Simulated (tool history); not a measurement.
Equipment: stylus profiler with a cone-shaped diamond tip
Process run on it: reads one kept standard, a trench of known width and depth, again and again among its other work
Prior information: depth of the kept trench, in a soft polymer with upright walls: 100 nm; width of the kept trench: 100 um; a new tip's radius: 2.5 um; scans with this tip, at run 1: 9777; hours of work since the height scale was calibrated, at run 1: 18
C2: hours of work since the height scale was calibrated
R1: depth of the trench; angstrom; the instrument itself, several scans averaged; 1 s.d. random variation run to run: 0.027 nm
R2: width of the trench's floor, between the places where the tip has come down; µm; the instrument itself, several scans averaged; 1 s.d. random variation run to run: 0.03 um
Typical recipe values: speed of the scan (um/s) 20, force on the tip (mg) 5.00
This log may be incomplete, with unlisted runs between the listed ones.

run 1 hour=0.0 | speed_of_the_scan_(um/s)=20 force_on_the_tip_(mg)=5.00 | scans_with_this_tip=9777 C2=18 | R1=1008.6 R2=98.23
run 2 hour=79.7 | speed_of_the_scan_(um/s)=20 force_on_the_tip_(mg)=5.00 | scans_with_this_tip=10146 C2=52 | R1=1009.0 R2=98.28
run 3 hour=121.1 | speed_of_the_scan_(um/s)=9 force_on_the_tip_(mg)=5.00 | scans_with_this_tip=10339 C2=69 | R1=1009.4 R2=98.36
run 4 hour=160.5 | speed_of_the_scan_(um/s)=9 force_on_the_tip_(mg)=5.00 | scans_with_this_tip=10522 C2=86 | R1=1008.9 R2=98.28
run 5 hour=208.1 | speed_of_the_scan_(um/s)=20 force_on_the_tip_(mg)=5.52 | scans_with_this_tip=10743 C2=106 | R1=1009.9 R2=98.30
run 6 hour=285.6 | speed_of_the_scan_(um/s)=20 force_on_the_tip_(mg)=5.52 | scans_with_this_tip=11103 C2=138 | R1=1009.7 R2=98.18
run 7 hour=371.3 | speed_of_the_scan_(um/s)=20 force_on_the_tip_(mg)=5.00 | scans_with_this_tip=11501 C2=174 | R1=1009.7 R2=98.27
run 8 hour=435.5 | speed_of_the_scan_(um/s)=20 force_on_the_tip_(mg)=5.00 | scans_with_this_tip=11798 C2=201 | R1=1009.6 R2=98.25
run 9 hour=480.1 | speed_of_the_scan_(um/s)=20 force_on_the_tip_(mg)=5.00 | scans_with_this_tip=12006 C2=219 | R1=1009.7 R2=98.19
run 10 hour=548.8 | speed_of_the_scan_(um/s)=12 force_on_the_tip_(mg)=5.00 | scans_with_this_tip=12325 C2=248 | R1=1009.4 R2=98.28
run 11 hour=612.3 | speed_of_the_scan_(um/s)=12 force_on_the_tip_(mg)=5.00 | scans_with_this_tip=12619 C2=275 | R1=1009.7 R2=98.20
run 12 hour=673.6 | speed_of_the_scan_(um/s)=20 force_on_the_tip_(mg)=5.00 | scans_with_this_tip=12904 C2=300 | R1=1010.0 R2=98.22
run 13 hour=732.5 | speed_of_the_scan_(um/s)=20 force_on_the_tip_(mg)=5.00 | scans_with_this_tip=13178 C2=325 | R1=1010.1 R2=98.16
run 14 hour=822.4 | speed_of_the_scan_(um/s)=20 force_on_the_tip_(mg)=5.00 | scans_with_this_tip=13595 C2=363 | R1=1010.0 R2=98.13
run 15 hour=907.6 | speed_of_the_scan_(um/s)=20 force_on_the_tip_(mg)=5.00 | scans_with_this_tip=13991 C2=398 | R1=1010.1 R2=98.20
run 16 hour=971.3 | speed_of_the_scan_(um/s)=20 force_on_the_tip_(mg)=5.00 | scans_with_this_tip=14286 C2=425 | R1=1010.5 R2=98.15
run 17 hour=1016.8 | speed_of_the_scan_(um/s)=20 force_on_the_tip_(mg)=5.00 | scans_with_this_tip=14497 C2=444 | R1=1010.7 R2=98.22
run 18 hour=1056.0 | speed_of_the_scan_(um/s)=20 force_on_the_tip_(mg)=5.00 | scans_with_this_tip=14680 C2=461 | R1=1010.0 R2=98.10
run 19 hour=1095.6 | speed_of_the_scan_(um/s)=20 force_on_the_tip_(mg)=5.00 | scans_with_this_tip=14863 C2=477 | R1=1010.5 R2=98.21
run 20 hour=1135.9 | speed_of_the_scan_(um/s)=6 force_on_the_tip_(mg)=5.00 | scans_with_this_tip=15051 C2=494 | R1=1010.8 R2=98.19
run 21 hour=1182.4 | speed_of_the_scan_(um/s)=39 force_on_the_tip_(mg)=3.14 | scans_with_this_tip=15267 C2=513 | R1=1008.2 R2=97.96
run 22 hour=1237.3 | speed_of_the_scan_(um/s)=41 force_on_the_tip_(mg)=3.58 | scans_with_this_tip=15521 C2=536 | R1=1009.0 R2=98.06
run 23 hour=1311.7 | speed_of_the_scan_(um/s)=41 force_on_the_tip_(mg)=3.58 | scans_with_this_tip=15867 C2=568 | R1=1009.5 R2=98.04
-- hour=1319.9 height scale calibrated on a step standard
run 24 hour=1348.7 | speed_of_the_scan_(um/s)=41 force_on_the_tip_(mg)=3.58 | scans_with_this_tip=16036 C2=12 | R1=1009.7 R2=97.97
run 25 hour=1386.1 | speed_of_the_scan_(um/s)=20 force_on_the_tip_(mg)=1.95 | scans_with_this_tip=16210 C2=28 | R1=1007.4 R2=98.06
run 26 hour=1457.0 | speed_of_the_scan_(um/s)=5 force_on_the_tip_(mg)=3.81 | scans_with_this_tip=16539 C2=57 | R1=1009.7 R2=98.20
run 27 hour=1522.1 | speed_of_the_scan_(um/s)=74 force_on_the_tip_(mg)=5.00 | scans_with_this_tip=16841 C2=85 | R1=1011.8 R2=97.86

What does the tool deliver on the next run?
run 28 hour=1563.4 | speed_of_the_scan_(um/s)=20 force_on_the_tip_(mg)=2.13 | scans_with_this_tip=17033 C2=102 | R1=? R2=?

R1: 1008.0 angstrom
R2: 98.05 µm
With no hidden state in the tool, this same run would have given R1 1005.0 angstrom, R2 98.46 µm.

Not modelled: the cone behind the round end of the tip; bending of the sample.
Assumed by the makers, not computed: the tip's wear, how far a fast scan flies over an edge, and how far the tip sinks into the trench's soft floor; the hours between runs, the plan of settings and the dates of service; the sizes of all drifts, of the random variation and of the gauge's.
